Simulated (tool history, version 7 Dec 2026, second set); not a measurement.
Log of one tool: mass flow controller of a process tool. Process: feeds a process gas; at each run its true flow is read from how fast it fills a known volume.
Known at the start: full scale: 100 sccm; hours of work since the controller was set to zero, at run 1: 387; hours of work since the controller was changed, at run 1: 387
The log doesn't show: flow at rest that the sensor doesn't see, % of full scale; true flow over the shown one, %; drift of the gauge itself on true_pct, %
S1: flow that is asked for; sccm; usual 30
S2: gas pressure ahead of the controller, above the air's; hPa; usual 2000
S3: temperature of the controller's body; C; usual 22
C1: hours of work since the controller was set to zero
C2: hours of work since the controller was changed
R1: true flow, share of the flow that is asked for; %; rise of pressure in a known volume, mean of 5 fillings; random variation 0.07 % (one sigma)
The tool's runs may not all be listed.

{"run": 1, "hour": 0.0, "S1": 30, "S2": 2000, "S3": 22, "C1": 387, "C2": 387, "R1": 98.8}
{"run": 2, "hour": 35.4, "S1": 30, "S2": 2000, "S3": 22, "C1": 401, "C2": 401, "R1": 98.79}
{"run": 3, "hour": 86.8, "S1": 30, "S2": 2000, "S3": 22, "C1": 422, "C2": 422, "R1": 98.93}
{"run": 4, "hour": 127.8, "S1": 11, "S2": 2000, "S3": 22, "C1": 438, "C2": 438, "R1": 98.78}
{"run": 5, "hour": 181.8, "S1": 21, "S2": 2000, "S3": 22, "C1": 460, "C2": 460, "R1": 98.8}
{"run": 6, "hour": 239.0, "S1": 30, "S2": 2000, "S3": 22, "C1": 482, "C2": 482, "R1": 98.81}
{"run": 7, "hour": 280.9, "S1": 14, "S2": 2000, "S3": 22, "C1": 499, "C2": 499, "R1": 98.79}
{"run": 8, "hour": 328.1, "S1": 30, "S2": 2000, "S3": 22, "C1": 518, "C2": 518, "R1": 98.76}
{"run": 9, "hour": 362.7, "S1": 30, "S2": 2000, "S3": 22, "C1": 531, "C2": 531, "R1": 98.87}
{"run": 10, "hour": 408.7, "S1": 30, "S2": 2000, "S3": 22, "C1": 550, "C2": 550, "R1": 98.67}
{"run": 11, "hour": 481.0, "S1": 30, "S2": 1540, "S3": 22, "C1": 578, "C2": 578, "R1": 98.62}
{"run": 12, "hour": 532.2, "S1": 30, "S2": 2000, "S3": 22, "C1": 599, "C2": 599, "R1": 98.81}
{"run": 13, "hour": 603.0, "S1": 54, "S2": 2000, "S3": 22, "C1": 627, "C2": 627, "R1": 99.33}
{"run": 14, "hour": 658.4, "S1": 30, "S2": 2000, "S3": 22, "C1": 649, "C2": 649, "R1": 98.91}
{"run": 15, "hour": 731.3, "S1": 30, "S2": 2000, "S3": 29, "C1": 678, "C2": 678, "R1": 99.39}
{"run": 16, "hour": 773.5, "S1": 30, "S2": 2000, "S3": 29, "C1": 694, "C2": 694, "R1": 99.4}
{"run": 17, "hour": 808.6, "S1": 82, "S2": 2000, "S3": 22, "C1": 708, "C2": 708, "R1": 99.67}
{"run": 18, "hour": 863.5, "S1": 82, "S2": 2000, "S3": 22, "C1": 730, "C2": 730, "R1": 99.59}
{"run": 19, "hour": 901.7, "S1": 82, "S2": 2000, "S3": 22, "C1": 745, "C2": 745, "R1": 99.74}
{"run": 20, "hour": 977.6, "S1": 82, "S2": 2000, "S3": 22, "C1": 775, "C2": 775, "R1": 99.58}
{"run": 21, "hour": 1021.2, "S1": 30, "S2": 2000, "S3": 22, "C1": 793, "C2": 793, "R1": 98.85}
{"run": 22, "hour": 1086.5, "S1": 30, "S2": 2000, "S3": 22, "C1": 819, "C2": 819, "R1": 98.89}
{"run": 23, "hour": 1122.8, "S1": 49, "S2": 2690, "S3": 23, "C1": 833, "C2": 833, "R1": 99.66}
{"run": 24, "hour": 1171.8, "S1": 32, "S2": 2180, "S3": 23, "C1": 853, "C2": 853, "R1": 99.15}
{"run": 25, "hour": 1242.6, "S1": 98, "S2": 2180, "S3": 23, "C1": 881, "C2": 881, "R1": 100.02}
{"run": 26, "hour": 1286.1, "S1": 31, "S2": 2090, "S3": 35, "C1": 898, "C2": 898, "R1": 99.88}
{"run": 27, "hour": 1322.9, "S1": 43, "S2": 2000, "S3": 24, "C1": 912, "C2": 912, "R1": 99.34}
{"run": 28, "hour": 1377.0, "S1": 43, "S2": 2000, "S3": 24, "C1": 934, "C2": 934, "R1": 99.23}
{"run": 29, "hour": 1422.2, "S1": 43, "S2": 2000, "S3": 24, "C1": 952, "C2": 952, "R1": 99.28}
{"run": 30, "hour": 1489.5, "S1": 31, "S2": 2000, "S3": 20, "C1": 979, "C2": 979, "R1": 98.79}
{"run": 31, "hour": 1547.1, "S1": 61, "S2": 1530, "S3": 36, "C1": 1002, "C2": 1002, "R1": 100.12}
{"run": 32, "hour": 1590.9, "S1": 42, "S2": 2630, "S3": 39, "C1": 1019, "C2": 1019, "R1": 100.71}
{"run": 33, "hour": 1625.3, "S1": 53, "S2": 2000, "S3": 25, "C1": 1033, "C2": 1033, "R1": 99.64}
{"run": 34, "hour": 1657.2, "S1": 53, "S2": 2000, "S3": 25, "C1": 1045, "C2": 1045, "R1": 99.44}
{"run": 35, "hour": 1709.9, "S1": 53, "S2": 2000, "S3": 25, "C1": 1066, "C2": 1066, "R1": 99.56}
{"run": 36, "hour": 1753.7, "S1": 53, "S2": 2000, "S3": 25, "C1": 1083, "C2": 1083, "R1": 99.58}
{"run": 37, "hour": 1801.9, "S1": 22, "S2": 1990, "S3": 39, "C1": 1103, "C2": 1103, "R1": 100.3}
{"run": 38, "hour": 1868.5, "S1": 23, "S2": 2750, "S3": 32, "C1": 1129, "C2": 1129, "R1": 100.04}
{"run": 39, "hour": 1919.8, "S1": 60, "S2": 2260, "S3": 23, "C1": 1149, "C2": 1149, "R1": 99.52}
{"run": 40, "hour": 1980.5, "S1": 15, "S2": 2180, "S3": 22, "C1": 1174, "C2": 1174, "R1": 99.24}
{"run": 41, "hour": 2036.3, "S1": 30, "S2": 2710, "S3": 24, "C1": 1196, "C2": 1196, "R1": 99.49}
{"run": 42, "hour": 2104.0, "S1": 30, "S2": 2270, "S3": 24, "C1": 1223, "C2": 1223, "R1": 99.39}
{"run": 43, "hour": 2134.9, "S1": 45, "S2": 2560, "S3": 29, "C1": 1235, "C2": 1235, "R1": 100.05}

Forecast each of these 5 alternatives for the next run:
{"run": "A", "hour": 2192.7, "S1": 42, "S2": 2110, "S3": 22, "C1": 1258, "C2": 1258, "R1": "?"}
{"run": "B", "hour": 2192.7, "S1": 14, "S2": 1810, "S3": 29, "C1": 1258, "C2": 1258, "R1": "?"}
{"run": "C", "hour": 2192.7, "S1": 28, "S2": 1900, "S3": 39, "C1": 1258, "C2": 1258, "R1": "?"}
{"run": "D", "hour": 2192.7, "S1": 16, "S2": 2220, "S3": 20, "C1": 1258, "C2": 1258, "R1": "?"}
{"run": "E", "hour": 2192.7, "S1": 30, "S2": 2000, "S3": 23, "C1": 1258, "C2": 1258, "R1": "?"}

run=A R1=99.23
run=B R1=99.52
run=C R1=100.21
run=D R1=99.05
run=E R1=99.15
Without the tool's hidden state the same runs would have given:
run=A R1=99.01
run=B R1=98.96
run=C R1=99.90
run=D R1=98.56
run=E R1=98.86
